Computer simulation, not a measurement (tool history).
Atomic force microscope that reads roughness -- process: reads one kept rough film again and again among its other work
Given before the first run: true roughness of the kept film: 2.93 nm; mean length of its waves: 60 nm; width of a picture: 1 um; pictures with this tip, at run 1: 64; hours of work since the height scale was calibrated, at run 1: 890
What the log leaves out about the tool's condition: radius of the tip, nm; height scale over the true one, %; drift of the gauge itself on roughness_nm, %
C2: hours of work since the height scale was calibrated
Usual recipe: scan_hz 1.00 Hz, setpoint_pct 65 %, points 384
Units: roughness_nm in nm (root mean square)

Run 1, day 0.000: usual settings; pictures with this tip 64; C2 890. Result: roughness_nm 2.749 nm (root mean square).
Run 2, day 1.246: usual settings; pictures with this tip 95; C2 909. Result: roughness_nm 2.743 nm (root mean square).
Run 3, day 1.892: usual settings but setpoint_pct 83 %; pictures with this tip 112; C2 919. Result: roughness_nm 2.590 nm (root mean square).
Run 4, day 2.596: usual settings but setpoint_pct 83 %; pictures with this tip 129; C2 929. Result: roughness_nm 2.600 nm (root mean square).
Run 5, day 3.729: usual settings but points 929; pictures with this tip 158; C2 947. Result: roughness_nm 2.760 nm (root mean square).
Run 6, day 4.992: usual settings but scan_hz 1.39 Hz, setpoint_pct 66 %, points 487; pictures with this tip 189; C2 966. Result: roughness_nm 2.705 nm (root mean square).
At day 5.567: new tip fitted.
Run 7, day 5.942: usual settings but scan_hz 1.39 Hz, setpoint_pct 66 %, points 487; pictures with this tip 9; C2 981. Result: roughness_nm 2.725 nm (root mean square).
Run 8, day 6.896: usual settings but scan_hz 1.39 Hz, setpoint_pct 66 %, points 487; pictures with this tip 33; C2 995. Result: roughness_nm 2.720 nm (root mean square).
Run 9, day 7.988: usual settings but scan_hz 0.62 Hz, setpoint_pct 55 %, points 692; pictures with this tip 60; C2 1012. Result: roughness_nm 2.844 nm (root mean square).
Run 10, day 9.225: usual settings but points 609; pictures with this tip 91; C2 1031. Result: roughness_nm 2.745 nm (root mean square).

Predict each of these 5 candidate next runs independently; none follows another, all start after run 10:
Run A, day 9.904: usual settings but scan_hz 0.64 Hz, setpoint_pct 68 %; pictures with this tip 108; C2 1041. Result: roughness_nm ?.
Run B, day 9.904: usual settings but points 383; pictures with this tip 108; C2 1041. Result: roughness_nm ?.
Run C, day 9.904: usual settings but setpoint_pct 90 %; pictures with this tip 108; C2 1041. Result: roughness_nm ?.
Run D, day 9.904: usual settings but scan_hz 0.88 Hz, setpoint_pct 67 %, points 842; pictures with this tip 108; C2 1041. Result: roughness_nm ?.
Run E, day 9.904: usual settings but scan_hz 2.12 Hz, setpoint_pct 76 %, points 940; pictures with this tip 108; C2 1041. Result: roughness_nm ?.

run  roughness_nm
  A         2.777
  B         2.740
  C         2.542
  D         2.767
  E         2.504
With the hidden condition removed and each run's random variation left untouched, the same runs would have given:
run  roughness_nm
  A         2.780
  B         2.743
  C         2.544
  D         2.770
  E         2.507

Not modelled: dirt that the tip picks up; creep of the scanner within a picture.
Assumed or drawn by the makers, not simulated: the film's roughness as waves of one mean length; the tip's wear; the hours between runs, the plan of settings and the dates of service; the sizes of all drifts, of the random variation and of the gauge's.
